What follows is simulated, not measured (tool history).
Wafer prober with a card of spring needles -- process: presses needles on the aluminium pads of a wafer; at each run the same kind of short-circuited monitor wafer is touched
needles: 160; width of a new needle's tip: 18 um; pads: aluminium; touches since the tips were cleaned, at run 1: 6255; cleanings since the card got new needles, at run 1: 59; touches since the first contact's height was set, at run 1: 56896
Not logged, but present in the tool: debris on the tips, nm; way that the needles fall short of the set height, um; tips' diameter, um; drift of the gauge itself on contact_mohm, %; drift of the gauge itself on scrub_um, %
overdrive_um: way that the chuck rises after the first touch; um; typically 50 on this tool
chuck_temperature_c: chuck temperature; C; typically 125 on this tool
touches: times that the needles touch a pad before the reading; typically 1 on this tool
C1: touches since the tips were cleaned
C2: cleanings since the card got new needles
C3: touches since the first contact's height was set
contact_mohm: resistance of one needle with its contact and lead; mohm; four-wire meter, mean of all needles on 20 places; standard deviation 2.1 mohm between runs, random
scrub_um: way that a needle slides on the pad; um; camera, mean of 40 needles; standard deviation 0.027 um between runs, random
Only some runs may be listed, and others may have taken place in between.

{"run": 1, "day": 0.0, "overdrive_um": 50, "chuck_temperature_c": 125, "touches": 1, "C1": 6255, "C2": 59, "C3": 56896, "contact_mohm": 224, "scrub_um": 11.62}
{"day": 0.396, "done": "tips cleaned on abrasive film"}
{"day": 1.371, "done": "tips cleaned on abrasive film"}
{"day": 2.279, "done": "tips cleaned on abrasive film"}
{"run": 2, "day": 2.625, "overdrive_um": 50, "chuck_temperature_c": 125, "touches": 1, "C1": 3533, "C2": 62, "C3": 83564, "contact_mohm": 225, "scrub_um": 11.62}
{"day": 3.192, "done": "tips cleaned on abrasive film"}
{"day": 4.121, "done": "tips cleaned on abrasive film"}
{"day": 4.133, "done": "height of the first contact set anew"}
{"run": 3, "day": 4.388, "overdrive_um": 50, "chuck_temperature_c": 125, "touches": 1, "C1": 2628, "C2": 64, "C3": 2628, "contact_mohm": 219, "scrub_um": 11.62}
{"day": 5.025, "done": "tips cleaned on abrasive film"}
{"day": 5.988, "done": "tips cleaned on abrasive film"}
{"day": 6.946, "done": "tips cleaned on abrasive film"}
{"run": 4, "day": 7.383, "overdrive_um": 50, "chuck_temperature_c": 125, "touches": 1, "C1": 4471, "C2": 67, "C3": 33098, "contact_mohm": 227, "scrub_um": 11.61}
{"day": 7.821, "done": "tips cleaned on abrasive film"}
{"day": 8.775, "done": "tips cleaned on abrasive film"}
{"run": 5, "day": 9.562, "overdrive_um": 50, "chuck_temperature_c": 125, "touches": 1, "C1": 8071, "C2": 69, "C3": 55280, "contact_mohm": 227, "scrub_um": 11.58}
{"day": 9.783, "done": "tips cleaned on abrasive film"}
{"day": 10.775, "done": "tips cleaned on abrasive film"}
{"day": 11.762, "done": "tips cleaned on abrasive film"}
{"run": 6, "day": 12.417, "overdrive_um": 50, "chuck_temperature_c": 125, "touches": 1, "C1": 6711, "C2": 72, "C3": 84310, "contact_mohm": 226, "scrub_um": 11.59}
{"day": 12.821, "done": "tips cleaned on abrasive film"}
{"day": 13.729, "done": "tips cleaned on abrasive film"}
{"day": 13.958, "done": "height of the first contact set anew"}
{"run": 7, "day": 14.05, "overdrive_um": 50, "chuck_temperature_c": 125, "touches": 1, "C1": 3153, "C2": 74, "C3": 951, "contact_mohm": 225, "scrub_um": 11.55}
{"day": 14.675, "done": "tips cleaned on abrasive film"}
{"day": 15.654, "done": "tips cleaned on abrasive film"}
{"run": 8, "day": 16.096, "overdrive_um": 50, "chuck_temperature_c": 125, "touches": 1, "C1": 4526, "C2": 76, "C3": 21758, "contact_mohm": 226, "scrub_um": 11.58}
{"day": 16.675, "done": "tips cleaned on abrasive film"}
{"day": 17.562, "done": "tips cleaned on abrasive film"}
{"day": 18.45, "done": "tips cleaned on abrasive film"}
{"run": 9, "day": 18.592, "overdrive_um": 50, "chuck_temperature_c": 125, "touches": 1, "C1": 1428, "C2": 79, "C3": 47115, "contact_mohm": 227, "scrub_um": 11.58}
{"day": 19.321, "done": "tips cleaned on abrasive film"}
{"day": 20.238, "done": "tips cleaned on abrasive film"}
{"run": 10, "day": 20.304, "overdrive_um": 50, "chuck_temperature_c": 125, "touches": 1, "C1": 683, "C2": 81, "C3": 64534, "contact_mohm": 222, "scrub_um": 11.58}
{"day": 21.288, "done": "tips cleaned on abrasive film"}
{"day": 22.2, "done": "tips cleaned on abrasive film"}
{"day": 23.188, "done": "tips cleaned on abrasive film"}
{"run": 11, "day": 23.258, "overdrive_um": 50, "chuck_temperature_c": 125, "touches": 1, "C1": 689, "C2": 84, "C3": 94573, "contact_mohm": 224, "scrub_um": 11.57}
{"day": 23.775, "done": "height of the first contact set anew"}
{"day": 24.2, "done": "tips cleaned on abrasive film"}
{"day": 25.133, "done": "tips cleaned on abrasive film"}
{"day": 26.1, "done": "tips cleaned on abrasive film"}
{"run": 12, "day": 26.283, "overdrive_um": 50, "chuck_temperature_c": 125, "touches": 1, "C1": 1893, "C2": 87, "C3": 25504, "contact_mohm": 228, "scrub_um": 11.53}
{"day": 26.975, "done": "tips cleaned on abrasive film"}
{"run": 13, "day": 27.783, "overdrive_um": 50, "chuck_temperature_c": 125, "touches": 1, "C1": 8291, "C2": 88, "C3": 40799, "contact_mohm": 225, "scrub_um": 11.54}
{"day": 28.004, "done": "tips cleaned on abrasive film"}
{"day": 28.967, "done": "tips cleaned on abrasive film"}
{"run": 14, "day": 29.771, "overdrive_um": 50, "chuck_temperature_c": 64, "touches": 1, "C1": 8207, "C2": 90, "C3": 60989, "contact_mohm": 211, "scrub_um": 11.5}
{"day": 29.988, "done": "tips cleaned on abrasive film"}
{"day": 30.929, "done": "tips cleaned on abrasive film"}
{"day": 31.971, "done": "tips cleaned on abrasive film"}
{"run": 15, "day": 32.05, "overdrive_um": 50, "chuck_temperature_c": 64, "touches": 1, "C1": 789, "C2": 93, "C3": 84137, "contact_mohm": 210, "scrub_um": 11.48}
{"day": 32.971, "done": "tips cleaned on abrasive film"}
{"day": 33.6, "done": "height of the first contact set anew"}
{"day": 33.888, "done": "tips cleaned on abrasive film"}
{"day": 34.804, "done": "tips cleaned on abrasive film"}
{"run": 16, "day": 35.025, "overdrive_um": 50, "chuck_temperature_c": 119, "touches": 1, "C1": 2245, "C2": 96, "C3": 14472, "contact_mohm": 225, "scrub_um": 11.52}
{"day": 35.729, "done": "tips cleaned on abrasive film"}
{"day": 36.746, "done": "tips cleaned on abrasive film"}
{"day": 37.704, "done": "tips cleaned on abrasive film"}
{"run": 17, "day": 37.896, "overdrive_um": 46, "chuck_temperature_c": 89, "touches": 1, "C1": 1925, "C2": 99, "C3": 43659, "contact_mohm": 222, "scrub_um": 10.6}
{"day": 38.588, "done": "tips cleaned on abrasive film"}
{"day": 39.5, "done": "tips cleaned on abrasive film"}
{"run": 18, "day": 39.808, "overdrive_um": 40, "chuck_temperature_c": 60, "touches": 1, "C1": 3171, "C2": 101, "C3": 63140, "contact_mohm": 213, "scrub_um": 9.19}
{"day": 40.508, "done": "tips cleaned on abrasive film"}
{"day": 41.488, "done": "tips cleaned on abrasive film"}
{"run": 19, "day": 42.008, "overdrive_um": 40, "chuck_temperature_c": 60, "touches": 1, "C1": 5325, "C2": 103, "C3": 85526, "contact_mohm": 215, "scrub_um": 9.19}
{"day": 42.379, "done": "tips cleaned on abrasive film"}
{"day": 43.333, "done": "tips cleaned on abrasive film"}
{"day": 43.346, "done": "height of the first contact set anew"}
{"day": 44.362, "done": "tips cleaned on abrasive film"}
{"run": 20, "day": 45.062, "overdrive_um": 47, "chuck_temperature_c": 67, "touches": 2, "C1": 7183, "C2": 106, "C3": 17515, "contact_mohm": 214, "scrub_um": 10.77}
{"day": 45.25, "done": "tips cleaned on abrasive film"}
{"day": 46.25, "done": "tips cleaned on abrasive film"}
{"run": 21, "day": 46.688, "overdrive_um": 47, "chuck_temperature_c": 85, "touches": 3, "C1": 4451, "C2": 108, "C3": 34020, "contact_mohm": 219, "scrub_um": 10.81}
{"day": 47.262, "done": "tips cleaned on abrasive film"}
{"day": 48.254, "done": "tips cleaned on abrasive film"}
{"run": 22, "day": 48.496, "overdrive_um": 33, "chuck_temperature_c": 84, "touches": 3, "C1": 2467, "C2": 110, "C3": 52421, "contact_mohm": 224, "scrub_um": 7.55}
{"day": 49.146, "done": "tips cleaned on abrasive film"}
{"run": 23, "day": 49.779, "overdrive_um": 50, "chuck_temperature_c": 125, "touches": 2, "C1": 6475, "C2": 111, "C3": 65459, "contact_mohm": 226, "scrub_um": 11.48}
{"day": 50.212, "done": "tips cleaned on abrasive film"}
{"day": 51.221, "done": "tips cleaned on abrasive film"}
{"day": 52.204, "done": "tips cleaned on abrasive film"}
{"run": 24, "day": 52.808, "overdrive_um": 30, "chuck_temperature_c": 40, "touches": 3, "C1": 6179, "C2": 114, "C3": 96296, "contact_mohm": 215, "scrub_um": 6.87}
{"day": 53.038, "done": "height of the first contact set anew"}
{"day": 53.258, "done": "tips cleaned on abrasive film"}
{"day": 54.171, "done": "tips cleaned on abrasive film"}
{"run": 25, "day": 54.925, "overdrive_um": 30, "chuck_temperature_c": 40, "touches": 3, "C1": 7715, "C2": 116, "C3": 19215, "contact_mohm": 218, "scrub_um": 6.9}
{"day": 55.158, "done": "tips cleaned on abrasive film"}
{"day": 56.083, "done": "tips cleaned on abrasive film"}
{"day": 56.954, "done": "tips cleaned on abrasive film"}
{"day": 57.838, "done": "tips cleaned on abrasive film"}
{"run": 26, "day": 57.95, "overdrive_um": 57, "chuck_temperature_c": 50, "touches": 1, "C1": 1156, "C2": 120, "C3": 49951, "contact_mohm": 208, "scrub_um": 13}
{"day": 58.788, "done": "tips cleaned on abrasive film"}
{"day": 59.767, "done": "tips cleaned on abrasive film"}
{"run": 27, "day": 60.592, "overdrive_um": 57, "chuck_temperature_c": 48, "touches": 2, "C1": 8424, "C2": 122, "C3": 76822, "contact_mohm": 203, "scrub_um": 13.01}
{"day": 60.746, "done": "tips cleaned on abrasive film"}
{"day": 61.762, "done": "tips cleaned on abrasive film"}
{"day": 62.7, "done": "tips cleaned on abrasive film"}
{"day": 62.85, "done": "height of the first contact set anew"}
{"run": 28, "day": 63.183, "overdrive_um": 50, "chuck_temperature_c": 52, "touches": 3, "C1": 4803, "C2": 125, "C3": 3393, "contact_mohm": 208, "scrub_um": 11.37}
{"day": 63.621, "done": "tips cleaned on abrasive film"}
{"day": 64.583, "done": "tips cleaned on abrasive film"}
{"day": 65.55, "done": "tips cleaned on abrasive film"}
{"run": 29, "day": 65.871, "overdrive_um": 57, "chuck_temperature_c": 37, "touches": 1, "C1": 3279, "C2": 128, "C3": 30714, "contact_mohm": 202, "scrub_um": 12.93}

What if the next run were any one of these 3? Each begins from the tool's condition after run 29:
{"day": 66.496, "done": "tips cleaned on abrasive film"}
{"day": 67.504, "done": "tips cleaned on abrasive film"}
{"run": "A", "day": 67.504, "overdrive_um": 57, "chuck_temperature_c": 30, "touches": 1, "C1": 0, "C2": 130, "C3": 47302, "contact_mohm": "?", "scrub_um": "?"}
{"day": 66.496, "done": "tips cleaned on abrasive film"}
{"day": 67.504, "done": "tips cleaned on abrasive film"}
{"run": "B", "day": 67.504, "overdrive_um": 69, "chuck_temperature_c": 37, "touches": 1, "C1": 0, "C2": 130, "C3": 47302, "contact_mohm": "?", "scrub_um": "?"}
{"day": 66.496, "done": "tips cleaned on abrasive film"}
{"day": 67.504, "done": "tips cleaned on abrasive film"}
{"run": "C", "day": 67.504, "overdrive_um": 41, "chuck_temperature_c": 76, "touches": 1, "C1": 0, "C2": 130, "C3": 47302, "contact_mohm": "?", "scrub_um": "?"}

run=A contact_mohm=199 scrub_um=12.98
run=B contact_mohm=199 scrub_um=15.66
run=C contact_mohm=217 scrub_um=9.34
With no hidden state in the tool, these same runs would have given:
run=A contact_mohm=199 scrub_um=13.26
run=B contact_mohm=199 scrub_um=16
run=C contact_mohm=217 scrub_um=9.54
